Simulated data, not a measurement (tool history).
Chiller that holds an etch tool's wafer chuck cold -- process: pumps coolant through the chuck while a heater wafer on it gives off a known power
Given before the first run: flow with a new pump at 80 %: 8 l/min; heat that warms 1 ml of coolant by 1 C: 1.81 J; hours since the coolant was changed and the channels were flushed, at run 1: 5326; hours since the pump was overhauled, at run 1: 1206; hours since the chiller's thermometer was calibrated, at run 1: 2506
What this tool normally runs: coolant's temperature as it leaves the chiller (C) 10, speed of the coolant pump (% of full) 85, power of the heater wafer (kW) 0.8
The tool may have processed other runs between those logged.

| run | hour | coolant's temperature as it leaves the chiller (C) | speed of the coolant pump (% of full) | power of the heater wafer (kW) | hours since the coolant was changed and the channels were flushed | hours since the pump was overhauled | hours since the chiller's thermometer was calibrated | chuck's temperature once it has settled (C) | how much warmer the coolant comes back (C) |
|---|---|---|---|---|---|---|---|---|---|
| 1 | 0 | 10 | 85 | 0.8 | 5326 | 1206 | 2506 | 17.1 | 3.13 |
| 2 | 25.5 | 10 | 85 | 0.8 | 5351 | 1231 | 2532 | 17.2 | 3.11 |
| 3 | 61.9 | 16 | 85 | 0.8 | 5388 | 1267 | 2568 | 23 | 3.08 |
| 4 | 87.7 | 16 | 85 | 0.8 | 5414 | 1293 | 2594 | 23.2 | 3.11 |
| 5 | 130.4 | 10 | 85 | 0.8 | 5456 | 1336 | 2637 | 17.1 | 3.06 |
| 6 | 160.2 | 10 | 85 | 0.8 | 5486 | 1366 | 2667 | 17 | 3.17 |
| 7 | 206 | 10 | 85 | 0.8 | 5532 | 1412 | 2712 | 17.2 | 3.01 |
| 8 | 228.8 | 10 | 85 | 0.8 | 5555 | 1434 | 2735 | 16.9 | 3.08 |
| 9 | 253.7 | 10 | 62 | 0.8 | 5580 | 1459 | 2760 | 19.2 | 4.23 |
| 10 | 291.4 | 10 | 82 | 0.8 | 5617 | 1497 | 2798 | 17.3 | 3.17 |
| 11 | 331.7 | 10 | 62 | 0.531 | 5658 | 1537 | 2838 | 16.2 | 2.78 |
|  | 343.8 | chiller's thermometer calibrated |
| 12 | 367.3 | 10 | 85 | 1.091 | 5692 | 1572 | 23 | 19.9 | 4.23 |
| 13 | 402.9 | 3 | 85 | 0.8 | 5728 | 1607 | 59 | 10.2 | 3.04 |
| 14 | 431.9 | 3 | 85 | 0.438 | 5757 | 1636 | 88 | 7 | 1.62 |
| 15 | 452.2 | 3 | 76 | 1.106 | 5777 | 1657 | 108 | 13.9 | 4.7 |
| 16 | 478.7 | 6 | 92 | 0.629 | 5804 | 1683 | 135 | 11.4 | 2.22 |
| 17 | 508 | 6 | 92 | 0.629 | 5833 | 1713 | 164 | 11.4 | 2.17 |
| 18 | 543 | 4 | 79 | 0.672 | 5868 | 1748 | 199 | 10.2 | 2.75 |
| 19 | 563.3 | 3 | 86 | 0.8 | 5888 | 1768 | 219 | 10.1 | 3 |
| 20 | 595.3 | 3 | 86 | 0.8 | 5920 | 1800 | 251 | 10.3 | 3 |

Branching from run 20: 4 alternative next runs. What would each branch give?
| A | 625.2 | 14 | 66 | 0.403 | 5950 | 1830 | 281 | ? | ? |
| B | 625.2 | 2 | 86 | 0.419 | 5950 | 1830 | 281 | ? | ? |
| C | 625.2 | 6 | 86 | 0.449 | 5950 | 1830 | 281 | ? | ? |
| D | 625.2 | 13 | 85 | 0.8 | 5950 | 1830 | 281 | ? | ? |

| run | chuck's temperature once it has settled (C) | how much warmer the coolant comes back (C) |
|---|---|---|
| A | 18.4 | 1.89 |
| B | 5.8 | 1.57 |
| C | 9.8 | 1.65 |
| D | 20.2 | 2.99 |
Without the tool's unlogged condition, the same runs would have read:
| run | chuck's temperature once it has settled (C) | how much warmer the coolant comes back (C) |
|---|---|---|
| A | 18.4 | 1.98 |
| B | 5.8 | 1.66 |
| C | 9.8 | 1.73 |
| D | 20.2 | 3.08 |
